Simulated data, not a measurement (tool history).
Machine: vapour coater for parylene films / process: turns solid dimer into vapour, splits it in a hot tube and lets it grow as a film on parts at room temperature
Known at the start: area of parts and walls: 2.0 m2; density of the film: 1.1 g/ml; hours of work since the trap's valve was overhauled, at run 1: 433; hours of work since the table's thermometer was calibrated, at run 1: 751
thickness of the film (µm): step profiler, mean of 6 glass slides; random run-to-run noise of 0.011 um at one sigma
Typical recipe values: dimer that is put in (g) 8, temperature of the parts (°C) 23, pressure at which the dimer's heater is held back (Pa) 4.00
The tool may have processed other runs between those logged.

run,day,dimer that is put in (g),temperature of the parts (°C),pressure at which the dimer's heater is held back (Pa),hours of work since the trap's valve was overhauled,hours of work since the table's thermometer was calibrated,thickness of the film (µm)
1,0.000,8,23,4.00,433,751,2.79
2,1.017,8,23,4.00,454,771,2.81
3,1.633,8,23,4.00,466,783,2.81
4,2.388,8,23,4.00,481,798,2.79
5,3.088,8,23,4.00,495,812,2.78
6,4.196,8,23,4.00,517,835,2.79
7,5.317,8,23,4.00,539,857,2.77
8,6.092,8,23,4.00,555,872,2.77
9,7.079,8,23,2.83,575,892,2.95
10,8.354,8,23,4.00,600,917,2.77
11,9.200,8,23,2.97,617,934,2.89
12,9.833,8,23,2.97,630,947,2.88
13,10.475,8,23,7.77,642,960,2.45
# day 10.792: trap's valve overhauled
14,11.646,8,23,7.77,17,980,2.66
15,12.238,8,23,7.77,29,992,2.68
# day 12.821: table's thermometer calibrated
16,12.825,12,26,3.57,40,0,4.27
17,13.896,6,30,4.00,61,21,1.98
18,14.754,6,30,4.00,78,39,1.96
19,16.058,4,21,2.65,104,65,1.60
20,16.996,3,30,5.38,123,83,0.93
21,17.904,3,30,5.38,141,101,0.93
22,18.729,7,18,4.00,158,118,2.72
23,19.908,5,21,2.36,181,141,2.05
24,21.004,5,21,2.36,203,163,2.01
25,21.608,9,18,7.93,215,175,3.10
26,22.454,9,18,7.93,232,192,3.10
27,23.467,7,17,3.77,252,212,2.75

Branching from run 27: 4 alternative next runs. What would each branch give?
A,24.050,7,27,2.32,264,224,?
B,24.050,7,17,2.55,264,224,?
C,24.050,8,23,2.64,264,224,?
D,24.050,3,17,3.77,264,224,?

run,thickness of the film (µm)
A,2.60
B,2.95
C,3.07
D,1.18
What these runs would have given with no unlogged condition in the tool:
run,thickness of the film (µm)
A,2.69
B,3.06
C,3.18
D,1.23
